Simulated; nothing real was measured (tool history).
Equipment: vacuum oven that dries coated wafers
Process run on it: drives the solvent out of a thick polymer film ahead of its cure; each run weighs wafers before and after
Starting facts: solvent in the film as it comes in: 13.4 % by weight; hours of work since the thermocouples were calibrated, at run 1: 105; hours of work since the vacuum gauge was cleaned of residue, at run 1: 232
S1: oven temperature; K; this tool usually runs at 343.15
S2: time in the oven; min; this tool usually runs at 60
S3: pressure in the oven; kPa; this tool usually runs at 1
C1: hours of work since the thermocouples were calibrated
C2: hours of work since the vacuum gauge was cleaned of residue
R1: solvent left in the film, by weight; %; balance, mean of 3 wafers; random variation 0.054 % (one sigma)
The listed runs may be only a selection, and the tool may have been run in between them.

run	day	S1	S2	S3	C1	C2	R1
1	0	343.15	60	1	105	232	1.98
2	0.492	343.15	60	1	114	241	1.96
3	0.879	343.15	60	1	121	249	1.98
4	1.358	343.15	60	0.55	130	258	1.77
5	1.838	343.15	60	0.55	139	267	1.74
6	2.308	343.15	60	0.55	148	276	1.74
7	2.746	343.15	60	0.55	156	284	1.65
8	3.046	343.15	60	0.55	162	290	1.81
9	3.442	343.15	33	1	170	297	3.98
10	3.783	343.15	33	1	176	304	3.93
11	4.167	354.15	33	1	183	311	1.23
12	4.633	354.15	33	1	192	320	1.27
13	5.083	343.15	60	1	201	328	1.92
14	5.375	343.15	101	1	206	334	0.9
15	5.742	343.15	35	1	213	341	3.72
16	6.088	343.15	60	0.83	220	347	1.78
17	6.375	343.15	60	1.57	225	353	2.08
18	6.725	343.15	60	1	232	359	1.98
19	7.192	343.15	60	1	241	368	1.98
20	7.538	343.15	60	1	247	375	1.91
21	7.871	343.15	60	1	253	381	1.99
22	8.246	334.15	60	1	260	388	4.37
23	8.604	343.15	62	1	267	395	1.89
24	8.871	343.15	62	1	272	400	1.83
25	9.258	343.15	62	1	280	407	1.78
26	9.546	332.15	71	1	285	412	4.45
27	9.808	349.15	71	2.86	290	417	1.49
28	10.296	344.15	32	2.86	299	427	4.42
29	10.546	343.15	60	1.53	304	431	2.11
30	10.883	343.15	103	0.92	310	438	0.74
31	11.196	343.15	60	1.81	316	444	2.29
32	11.704	347.15	31	0.83	326	453	2.92
33	12.129	347.15	31	0.83	334	461	2.91
34	12.538	347.15	31	2.94	342	469	3.67
35	12.921	343.15	60	1.87	349	476	2.35
36	13.142	343.15	60	1.87	353	480	2.24
37	13.629	343.15	60	1.87	362	490	2.21
38	14.046	337.15	61	2.31	370	498	3.92
39	14.562	337.15	61	2.31	380	507	4.01
40	14.933	335.15	59	1	387	514	4.08
41	15.438	332.15	59	2.27	396	524	5.68
42	15.921	332.15	59	2.27	405	533	5.69
43	16.258	349.15	50	0.6	412	539	1
44	16.567	349.15	50	0.6	418	545	1.06
45	16.954	349.15	91	0.6	425	552	0.41
46	17.208	349.15	91	0.6	430	557	0.34
47	17.45	349.15	91	0.6	434	562	0.37

A few steps of R1 between consecutive runs. Split each: what settings, incoming material and random variation would produce without the hidden state, and what is left over for the hidden state, along with gauge scatter present in only one of the two compared results (measured, and without hidden state):
Hidden conditions of the tool in this case: true wafer temperature over the reading, C; true pressure over the reading, kPa; drift of the gauge itself on solvent_pct, %.
Run 14 -> 15: S2 101 -> 35. R1 +2.82 %: hidden state -0.1, all else +2.92.
Run 26 -> 27: S1 332.15 -> 349.15, S3 1 -> 2.86. R1 -2.96 %: hidden state +0.09, all else -3.05.
Run 27 -> 28: S1 349.15 -> 344.15, S2 71 -> 32. R1 +2.93 %: hidden state -0.12, all else +3.05.
Run 42 -> 43: S1 332.15 -> 349.15, S2 59 -> 50, S3 2.27 -> 0.6. R1 -4.69 %: hidden state +0.1, all else -4.79.
Run 44 -> 45: S2 50 -> 91. R1 -0.65 %: hidden state +0.11, all else -0.76.

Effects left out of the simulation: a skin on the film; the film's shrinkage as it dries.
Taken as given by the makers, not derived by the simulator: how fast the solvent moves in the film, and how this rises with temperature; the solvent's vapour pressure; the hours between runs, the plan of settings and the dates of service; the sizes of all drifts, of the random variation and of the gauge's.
